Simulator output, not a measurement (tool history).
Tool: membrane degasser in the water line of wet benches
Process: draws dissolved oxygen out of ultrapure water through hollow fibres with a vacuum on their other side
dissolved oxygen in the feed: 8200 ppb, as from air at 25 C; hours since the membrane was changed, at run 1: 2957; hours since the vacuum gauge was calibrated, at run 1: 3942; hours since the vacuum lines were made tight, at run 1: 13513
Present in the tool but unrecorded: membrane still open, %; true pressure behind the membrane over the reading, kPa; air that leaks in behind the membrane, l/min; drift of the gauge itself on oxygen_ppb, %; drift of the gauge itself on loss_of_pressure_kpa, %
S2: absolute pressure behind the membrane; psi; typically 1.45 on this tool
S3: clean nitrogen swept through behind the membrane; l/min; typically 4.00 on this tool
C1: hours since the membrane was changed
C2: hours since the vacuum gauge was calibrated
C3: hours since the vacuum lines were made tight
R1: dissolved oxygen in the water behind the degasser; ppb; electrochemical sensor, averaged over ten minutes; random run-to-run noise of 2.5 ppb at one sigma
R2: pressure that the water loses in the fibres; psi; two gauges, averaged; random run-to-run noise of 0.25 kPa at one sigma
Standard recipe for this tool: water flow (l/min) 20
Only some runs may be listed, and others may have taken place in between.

Run 1, day 0.000: usual settings; C1 2957; C2 3942; C3 13513. Result: R1 261.3 ppb, R2 9.704 psi.
Run 2, day 3.296: usual settings; C1 3036; C2 4021; C3 13592. Result: R1 259.6 ppb, R2 9.710 psi.
Run 3, day 6.179: usual settings; C1 3106; C2 4090; C3 13661. Result: R1 261.7 ppb, R2 9.649 psi.
Run 4, day 8.929: usual settings but S3 3.97 l/min; C1 3172; C2 4156; C3 13727. Result: R1 258.1 ppb, R2 9.706 psi.
Run 5, day 10.488: usual settings but S3 3.97 l/min; C1 3209; C2 4194; C3 13764. Result: R1 266.8 ppb, R2 9.712 psi.
Run 6, day 13.846: usual settings but S3 3.97 l/min; C1 3290; C2 4274; C3 13845. Result: R1 261.1 ppb, R2 9.748 psi.
Run 7, day 16.075: usual settings but S2 2.07 psi; C1 3343; C2 4328; C3 13898. Result: R1 314.1 ppb, R2 9.726 psi.
At day 17.288: seals of the vacuum lines changed.
Run 8, day 17.758: usual settings; C1 3381; C2 4366; C3 11. Result: R1 258.3 ppb, R2 9.713 psi.
Run 9, day 19.529: usual settings; C1 3424; C2 4409; C3 54. Result: R1 258.0 ppb, R2 9.690 psi.
Run 10, day 22.912: usual settings; C1 3505; C2 4490; C3 135. Result: R1 261.7 ppb, R2 9.778 psi.
Run 11, day 25.279: usual settings but S2 0.87 psi; C1 3562; C2 4547; C3 192. Result: R1 207.5 ppb, R2 9.749 psi.
Run 12, day 28.838: usual settings but S2 0.87 psi; C1 3647; C2 4632; C3 277. Result: R1 208.2 ppb, R2 9.742 psi.
Run 13, day 30.975: usual settings but S2 0.87 psi; C1 3699; C2 4683; C3 329. Result: R1 209.8 ppb, R2 9.703 psi.
Run 14, day 32.512: usual settings; C1 3736; C2 4720; C3 365. Result: R1 255.7 ppb, R2 9.703 psi.
Run 15, day 35.996: usual settings; C1 3819; C2 4804; C3 449. Result: R1 259.1 ppb, R2 9.715 psi.
Run 16, day 38.571: usual settings; C1 3881; C2 4866; C3 511. Result: R1 257.8 ppb, R2 9.715 psi.
Run 17, day 41.329: usual settings but water flow (l/min) 17, S2 2.35 psi, S3 3.22 l/min; C1 3947; C2 4932; C3 577. Result: R1 263.7 ppb, R2 8.257 psi.
Run 18, day 43.054: usual settings but S2 2.31 psi, S3 4.83 l/min; C1 3989; C2 4973; C3 618. Result: R1 301.7 ppb, R2 9.747 psi.
Run 19, day 46.604: usual settings but water flow (l/min) 28, S2 2.36 psi, S3 4.85 l/min; C1 4074; C2 5059; C3 704. Result: R1 614.9 ppb, R2 13.652 psi.
Run 20, day 48.688: usual settings but water flow (l/min) 28, S2 2.36 psi, S3 4.85 l/min; C1 4124; C2 5109; C3 754. Result: R1 607.8 ppb, R2 13.610 psi.
Run 21, day 50.983: usual settings but water flow (l/min) 16, S2 0.90 psi, S3 1.66 l/min; C1 4179; C2 5164; C3 809. Result: R1 155.4 ppb, R2 7.832 psi.
Run 22, day 53.196: usual settings but water flow (l/min) 22, S2 2.13 psi, S3 3.43 l/min; C1 4232; C2 5217; C3 862. Result: R1 409.1 ppb, R2 10.678 psi.
Run 23, day 55.208: usual settings but water flow (l/min) 22, S2 2.13 psi, S3 3.43 l/min; C1 4280; C2 5265; C3 910. Result: R1 398.7 ppb, R2 10.688 psi.
Run 24, day 56.846: usual settings but water flow (l/min) 17, S2 2.13 psi, S3 7.11 l/min; C1 4320; C2 5304; C3 949. Result: R1 171.0 ppb, R2 8.241 psi.
Run 25, day 59.775: usual settings but water flow (l/min) 15, S2 2.35 psi, S3 3.00 l/min; C1 4390; C2 5375; C3 1020. Result: R1 222.2 ppb, R2 7.365 psi.
Run 26, day 63.150: usual settings but water flow (l/min) 30, S2 2.93 psi, S3 2.35 l/min; C1 4471; C2 5456; C3 1101. Result: R1 945.5 ppb, R2 14.656 psi.
Run 27, day 65.550: usual settings but water flow (l/min) 30, S2 2.93 psi, S3 2.35 l/min; C1 4528; C2 5513; C3 1158. Result: R1 931.9 ppb, R2 14.618 psi.
Run 28, day 68.329: usual settings but water flow (l/min) 30, S2 3.18 psi, S3 2.35 l/min; C1 4595; C2 5580; C3 1225. Result: R1 980.3 ppb, R2 14.647 psi.
Run 29, day 70.088: usual settings but water flow (l/min) 15, S2 3.18 psi, S3 2.83 l/min; C1 4637; C2 5622; C3 1267. Result: R1 299.0 ppb, R2 7.349 psi.
Run 30, day 72.233: usual settings but water flow (l/min) 17, S2 1.22 psi, S3 2.42 l/min; C1 4689; C2 5674; C3 1319. Result: R1 193.9 ppb, R2 8.269 psi.
Run 31, day 75.442: usual settings but water flow (l/min) 17, S2 1.33 psi, S3 3.05 l/min; C1 4766; C2 5751; C3 1396. Result: R1 185.3 ppb, R2 8.308 psi.
At day 79.117: vacuum gauge calibrated.
Run 32, day 79.117: usual settings but water flow (l/min) 21, S2 2.84 psi, S3 3.05 l/min; C1 4854; C2 0; C3 1483. Result: R1 454.8 ppb, R2 10.211 psi.

Consider 4 possible next runs. They are alternatives, not a sequence: every one starts from the tool as it was left by run 32. What does each give?
Run A, day 80.996: usual settings but S3 1.62 l/min; C1 4899; C2 45; C3 1528. Result: R1 ?, R2 ?.
Run B, day 80.996: usual settings but water flow (l/min) 30, S3 5.14 l/min; C1 4899; C2 45; C3 1528. Result: R1 ?, R2 ?.
Run C, day 80.996: usual settings but water flow (l/min) 21, S2 1.86 psi; C1 4899; C2 45; C3 1528. Result: R1 ?, R2 ?.
Run D, day 80.996: usual settings but water flow (l/min) 23, S2 3.61 psi; C1 4899; C2 45; C3 1528. Result: R1 ?, R2 ?.

run     R1      R2
  A  373.2   9.719
  B  614.1  14.707
  C  319.1  10.305
  D  550.9  11.278
Without the tool's unlogged condition, the same runs would have read:
run     R1      R2
  A  356.7   9.497
  B  581.6  14.375
  C  301.9  10.073
  D  529.7  11.023

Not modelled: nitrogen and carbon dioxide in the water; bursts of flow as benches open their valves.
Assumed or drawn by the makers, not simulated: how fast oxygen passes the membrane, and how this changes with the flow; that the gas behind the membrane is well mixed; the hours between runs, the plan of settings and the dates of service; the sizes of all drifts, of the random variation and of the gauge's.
